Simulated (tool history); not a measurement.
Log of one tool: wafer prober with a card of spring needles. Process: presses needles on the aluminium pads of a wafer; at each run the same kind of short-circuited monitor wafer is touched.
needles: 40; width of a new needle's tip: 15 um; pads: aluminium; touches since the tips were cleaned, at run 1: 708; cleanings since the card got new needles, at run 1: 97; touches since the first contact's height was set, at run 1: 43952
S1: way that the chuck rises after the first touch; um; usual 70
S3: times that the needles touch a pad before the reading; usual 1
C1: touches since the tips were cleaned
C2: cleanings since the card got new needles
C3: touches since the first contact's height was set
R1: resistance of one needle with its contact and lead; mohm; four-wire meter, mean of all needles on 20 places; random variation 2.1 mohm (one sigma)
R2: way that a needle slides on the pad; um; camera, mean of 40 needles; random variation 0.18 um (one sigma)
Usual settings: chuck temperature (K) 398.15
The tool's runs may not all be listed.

{"run": 1, "hour": 0.0, "S1": 70, "chuck temperature (K)": 398.15, "S3": 1, "C1": 708, "C2": 97, "C3": 43952, "R1": 245, "R2": 18.87}
{"hour": 2.7, "done": "tips cleaned on abrasive film"}
{"hour": 7.2, "done": "tips cleaned on abrasive film"}
{"hour": 11.7, "done": "tips cleaned on abrasive film"}
{"hour": 16.2, "done": "tips cleaned on abrasive film"}
{"run": 2, "hour": 16.2, "S1": 70, "chuck temperature (K)": 353.15, "S3": 1, "C1": 0, "C2": 101, "C3": 52991, "R1": 226, "R2": 18.5}
{"hour": 20.7, "done": "tips cleaned on abrasive film"}
{"hour": 25.2, "done": "tips cleaned on abrasive film"}
{"hour": 29.7, "done": "tips cleaned on abrasive film"}
{"run": 3, "hour": 32.2, "S1": 70, "chuck temperature (K)": 398.15, "S3": 1, "C1": 1421, "C2": 104, "C3": 61955, "R1": 258, "R2": 18.39}
{"hour": 34.1, "done": "tips cleaned on abrasive film"}
{"hour": 37.7, "done": "tips cleaned on abrasive film"}
{"hour": 42.2, "done": "tips cleaned on abrasive film"}
{"hour": 46.7, "done": "tips cleaned on abrasive film"}
{"hour": 50.3, "done": "tips cleaned on abrasive film"}
{"run": 4, "hour": 51.4, "S1": 70, "chuck temperature (K)": 398.15, "S3": 1, "C1": 638, "C2": 109, "C3": 72651, "R1": 246, "R2": 18.23}
{"hour": 54.2, "done": "tips cleaned on abrasive film"}
{"hour": 58.7, "done": "tips cleaned on abrasive film"}
{"hour": 63.2, "done": "tips cleaned on abrasive film"}
{"hour": 66.8, "done": "tips cleaned on abrasive film"}
{"run": 5, "hour": 68.1, "S1": 70, "chuck temperature (K)": 398.15, "S3": 1, "C1": 764, "C2": 113, "C3": 81965, "R1": 248, "R2": 17.76}
{"hour": 70.8, "done": "tips cleaned on abrasive film"}
{"hour": 74.5, "done": "tips cleaned on abrasive film"}
{"hour": 79.0, "done": "tips cleaned on abrasive film"}
{"hour": 83.5, "done": "tips cleaned on abrasive film"}
{"hour": 87.1, "done": "tips cleaned on abrasive film"}
{"run": 6, "hour": 89.8, "S1": 70, "chuck temperature (K)": 398.15, "S3": 1, "C1": 1579, "C2": 118, "C3": 94103, "R1": 262, "R2": 18.18}
{"hour": 90.8, "done": "tips cleaned on abrasive film"}
{"hour": 95.3, "done": "tips cleaned on abrasive film"}
{"hour": 99.8, "done": "tips cleaned on abrasive film"}
{"run": 7, "hour": 103.1, "S1": 70, "chuck temperature (K)": 398.15, "S3": 1, "C1": 1904, "C2": 121, "C3": 101535, "R1": 264, "R2": 17.82}
{"hour": 104.1, "done": "tips cleaned on abrasive film"}
{"hour": 107.7, "done": "tips cleaned on abrasive film"}
{"hour": 112.2, "done": "tips cleaned on abrasive film"}
{"hour": 116.7, "done": "tips cleaned on abrasive film"}
{"hour": 121.2, "done": "tips cleaned on abrasive film"}
{"run": 8, "hour": 124.7, "S1": 70, "chuck temperature (K)": 398.15, "S3": 1, "C1": 1991, "C2": 126, "C3": 113583, "R1": 269, "R2": 17.96}
{"hour": 125.7, "done": "tips cleaned on abrasive film"}
{"hour": 130.2, "done": "tips cleaned on abrasive film"}
{"hour": 134.7, "done": "tips cleaned on abrasive film"}
{"hour": 139.2, "done": "tips cleaned on abrasive film"}
{"run": 9, "hour": 140.3, "S1": 70, "chuck temperature (K)": 398.15, "S3": 1, "C1": 645, "C2": 130, "C3": 122275, "R1": 254, "R2": 17.96}
{"hour": 143.1, "done": "tips cleaned on abrasive film"}
{"hour": 146.7, "done": "tips cleaned on abrasive film"}
{"hour": 151.2, "done": "tips cleaned on abrasive film"}
{"hour": 154.8, "done": "tips cleaned on abrasive film"}
{"run": 10, "hour": 156.1, "S1": 70, "chuck temperature (K)": 398.15, "S3": 1, "C1": 717, "C2": 134, "C3": 131040, "R1": 250, "R2": 17.64}
{"hour": 158.8, "done": "tips cleaned on abrasive film"}
{"hour": 163.3, "done": "tips cleaned on abrasive film"}
{"hour": 166.9, "done": "tips cleaned on abrasive film"}
{"run": 11, "hour": 170.0, "S1": 70, "chuck temperature (K)": 398.15, "S3": 1, "C1": 1762, "C2": 137, "C3": 138835, "R1": 266, "R2": 17.46}
{"hour": 171.0, "done": "tips cleaned on abrasive film"}
{"hour": 175.5, "done": "tips cleaned on abrasive film"}
{"hour": 180.0, "done": "tips cleaned on abrasive film"}
{"hour": 183.6, "done": "tips cleaned on abrasive film"}
{"hour": 188.1, "done": "tips cleaned on abrasive film"}
{"run": 12, "hour": 188.6, "S1": 70, "chuck temperature (K)": 398.15, "S3": 1, "C1": 295, "C2": 142, "C3": 149186, "R1": 250, "R2": 17.39}
{"hour": 192.2, "done": "tips cleaned on abrasive film"}
{"hour": 196.7, "done": "tips cleaned on abrasive film"}
{"hour": 200.4, "done": "tips cleaned on abrasive film"}
{"hour": 204.9, "done": "tips cleaned on abrasive film"}
{"hour": 208.5, "done": "tips cleaned on abrasive film"}
{"run": 13, "hour": 211.3, "S1": 70, "chuck temperature (K)": 398.15, "S3": 1, "C1": 1606, "C2": 147, "C3": 161854, "R1": 269, "R2": 17.17}
{"hour": 212.3, "done": "tips cleaned on abrasive film"}
{"hour": 215.9, "done": "tips cleaned on abrasive film"}
{"hour": 219.5, "done": "tips cleaned on abrasive film"}
{"hour": 224.0, "done": "tips cleaned on abrasive film"}
{"hour": 228.5, "done": "tips cleaned on abrasive film"}
{"hour": 232.4, "done": "tips cleaned on abrasive film"}
{"run": 14, "hour": 232.4, "S1": 85, "chuck temperature (K)": 340.15, "S3": 3, "C1": 0, "C2": 153, "C3": 173606, "R1": 220, "R2": 20.95}
{"hour": 236.9, "done": "tips cleaned on abrasive film"}
{"hour": 241.4, "done": "tips cleaned on abrasive film"}
{"hour": 245.1, "done": "tips cleaned on abrasive film"}
{"run": 15, "hour": 248.5, "S1": 85, "chuck temperature (K)": 332.15, "S3": 2, "C1": 1974, "C2": 156, "C3": 182619, "R1": 236, "R2": 21.3}
{"hour": 249.5, "done": "tips cleaned on abrasive film"}
{"hour": 254.0, "done": "tips cleaned on abrasive film"}
{"hour": 254.3, "done": "height of the first contact set anew"}
{"hour": 258.8, "done": "tips cleaned on abrasive film"}
{"run": 16, "hour": 261.9, "S1": 59, "chuck temperature (K)": 332.15, "S3": 3, "C1": 1786, "C2": 159, "C3": 4300, "R1": 238, "R2": 16.14}
{"hour": 262.9, "done": "tips cleaned on abrasive film"}
{"hour": 267.4, "done": "tips cleaned on abrasive film"}
{"hour": 271.0, "done": "tips cleaned on abrasive film"}
{"hour": 275.5, "done": "tips cleaned on abrasive film"}
{"hour": 280.0, "done": "tips cleaned on abrasive film"}
{"hour": 283.6, "done": "tips cleaned on abrasive film"}
{"run": 17, "hour": 284.7, "S1": 59, "chuck temperature (K)": 332.15, "S3": 3, "C1": 636, "C2": 165, "C3": 17005, "R1": 228, "R2": 15.8}
{"hour": 287.5, "done": "tips cleaned on abrasive film"}
{"hour": 292.0, "done": "tips cleaned on abrasive film"}
{"hour": 295.6, "done": "tips cleaned on abrasive film"}
{"hour": 300.1, "done": "tips cleaned on abrasive film"}
{"hour": 304.6, "done": "tips cleaned on abrasive film"}
{"run": 18, "hour": 307.6, "S1": 75, "chuck temperature (K)": 307.15, "S3": 3, "C1": 1714, "C2": 170, "C3": 29780, "R1": 220, "R2": 20.12}
{"hour": 308.6, "done": "tips cleaned on abrasive film"}
{"hour": 313.1, "done": "tips cleaned on abrasive film"}
{"hour": 316.7, "done": "tips cleaned on abrasive film"}
{"run": 19, "hour": 319.8, "S1": 75, "chuck temperature (K)": 380.15, "S3": 2, "C1": 1793, "C2": 173, "C3": 36603, "R1": 249, "R2": 20.21}
{"hour": 320.8, "done": "tips cleaned on abrasive film"}
{"hour": 325.3, "done": "tips cleaned on abrasive film"}
{"hour": 328.9, "done": "tips cleaned on abrasive film"}
{"run": 20, "hour": 330.1, "S1": 58, "chuck temperature (K)": 398.15, "S3": 1, "C1": 655, "C2": 176, "C3": 42286, "R1": 263, "R2": 15.61}
{"hour": 332.8, "done": "tips cleaned on abrasive film"}
{"hour": 337.3, "done": "tips cleaned on abrasive film"}
{"hour": 341.8, "done": "tips cleaned on abrasive film"}
{"hour": 346.3, "done": "tips cleaned on abrasive film"}
{"run": 21, "hour": 349.1, "S1": 58, "chuck temperature (K)": 334.15, "S3": 1, "C1": 1612, "C2": 180, "C3": 52949, "R1": 277, "R2": 15.34}
{"hour": 350.1, "done": "tips cleaned on abrasive film"}
{"hour": 354.6, "done": "tips cleaned on abrasive film"}
{"hour": 358.2, "done": "tips cleaned on abrasive film"}
{"hour": 362.7, "done": "tips cleaned on abrasive film"}
{"run": 22, "hour": 363.9, "S1": 51, "chuck temperature (K)": 319.15, "S3": 3, "C1": 664, "C2": 184, "C3": 61157, "R1": 240, "R2": 13.24}
{"hour": 366.6, "done": "tips cleaned on abrasive film"}
{"hour": 370.3, "done": "tips cleaned on abrasive film"}
{"hour": 374.8, "done": "tips cleaned on abrasive film"}
{"hour": 379.3, "done": "tips cleaned on abrasive film"}
{"hour": 383.8, "done": "tips cleaned on abrasive film"}
{"run": 23, "hour": 385.6, "S1": 70, "chuck temperature (K)": 398.15, "S3": 1, "C1": 1045, "C2": 189, "C3": 73266, "R1": 257, "R2": 18.64}
{"hour": 387.4, "done": "tips cleaned on abrasive film"}
{"hour": 391.1, "done": "tips cleaned on abrasive film"}
{"hour": 394.7, "done": "tips cleaned on abrasive film"}
{"hour": 398.6, "done": "tips cleaned on abrasive film"}
{"run": 24, "hour": 398.6, "S1": 60, "chuck temperature (K)": 301.15, "S3": 1, "C1": 0, "C2": 193, "C3": 80502, "R1": 224, "R2": 15.15}
{"hour": 403.1, "done": "tips cleaned on abrasive film"}
{"hour": 406.8, "done": "tips cleaned on abrasive film"}
{"hour": 411.3, "done": "tips cleaned on abrasive film"}
{"hour": 415.8, "done": "tips cleaned on abrasive film"}
{"run": 25, "hour": 418.3, "S1": 60, "chuck temperature (K)": 301.15, "S3": 1, "C1": 1466, "C2": 197, "C3": 91521, "R1": 264, "R2": 15.16}

Forecast each of these 4 alternatives for the next run:
{"hour": 420.2, "done": "tips cleaned on abrasive film"}
{"hour": 423.8, "done": "tips cleaned on abrasive film"}
{"hour": 428.3, "done": "tips cleaned on abrasive film"}
{"hour": 432.8, "done": "tips cleaned on abrasive film"}
{"hour": 437.3, "done": "tips cleaned on abrasive film"}
{"hour": 441.8, "done": "tips cleaned on abrasive film"}
{"run": "A", "hour": 443.1, "S1": 66, "chuck temperature (K)": 319.15, "S3": 3, "C1": 761, "C2": 203, "C3": 105356, "R1": "?", "R2": "?"}
{"hour": 420.2, "done": "tips cleaned on abrasive film"}
{"hour": 423.8, "done": "tips cleaned on abrasive film"}
{"hour": 428.3, "done": "tips cleaned on abrasive film"}
{"hour": 432.8, "done": "tips cleaned on abrasive film"}
{"hour": 437.3, "done": "tips cleaned on abrasive film"}
{"hour": 441.8, "done": "tips cleaned on abrasive film"}
{"run": "B", "hour": 443.1, "S1": 89, "chuck temperature (K)": 349.15, "S3": 1, "C1": 761, "C2": 203, "C3": 105356, "R1": "?", "R2": "?"}
{"hour": 420.2, "done": "tips cleaned on abrasive film"}
{"hour": 423.8, "done": "tips cleaned on abrasive film"}
{"hour": 428.3, "done": "tips cleaned on abrasive film"}
{"hour": 432.8, "done": "tips cleaned on abrasive film"}
{"hour": 437.3, "done": "tips cleaned on abrasive film"}
{"hour": 441.8, "done": "tips cleaned on abrasive film"}
{"run": "C", "hour": 443.1, "S1": 70, "chuck temperature (K)": 363.15, "S3": 1, "C1": 761, "C2": 203, "C3": 105356, "R1": "?", "R2": "?"}
{"hour": 420.2, "done": "tips cleaned on abrasive film"}
{"hour": 423.8, "done": "tips cleaned on abrasive film"}
{"hour": 428.3, "done": "tips cleaned on abrasive film"}
{"hour": 432.8, "done": "tips cleaned on abrasive film"}
{"hour": 437.3, "done": "tips cleaned on abrasive film"}
{"hour": 441.8, "done": "tips cleaned on abrasive film"}
{"run": "D", "hour": 443.1, "S1": 70, "chuck temperature (K)": 398.15, "S3": 1, "C1": 761, "C2": 203, "C3": 105356, "R1": "?", "R2": "?"}

run=A R1=232 R2=16.81
run=B R1=235 R2=23.16
run=C R1=254 R2=17.94
run=D R1=261 R2=17.82
Without the tool's hidden state the same runs would have given:
run=A R1=213 R2=18.11
run=B R1=214 R2=24.48
run=C R1=222 R2=19.26
run=D R1=230 R2=19.13

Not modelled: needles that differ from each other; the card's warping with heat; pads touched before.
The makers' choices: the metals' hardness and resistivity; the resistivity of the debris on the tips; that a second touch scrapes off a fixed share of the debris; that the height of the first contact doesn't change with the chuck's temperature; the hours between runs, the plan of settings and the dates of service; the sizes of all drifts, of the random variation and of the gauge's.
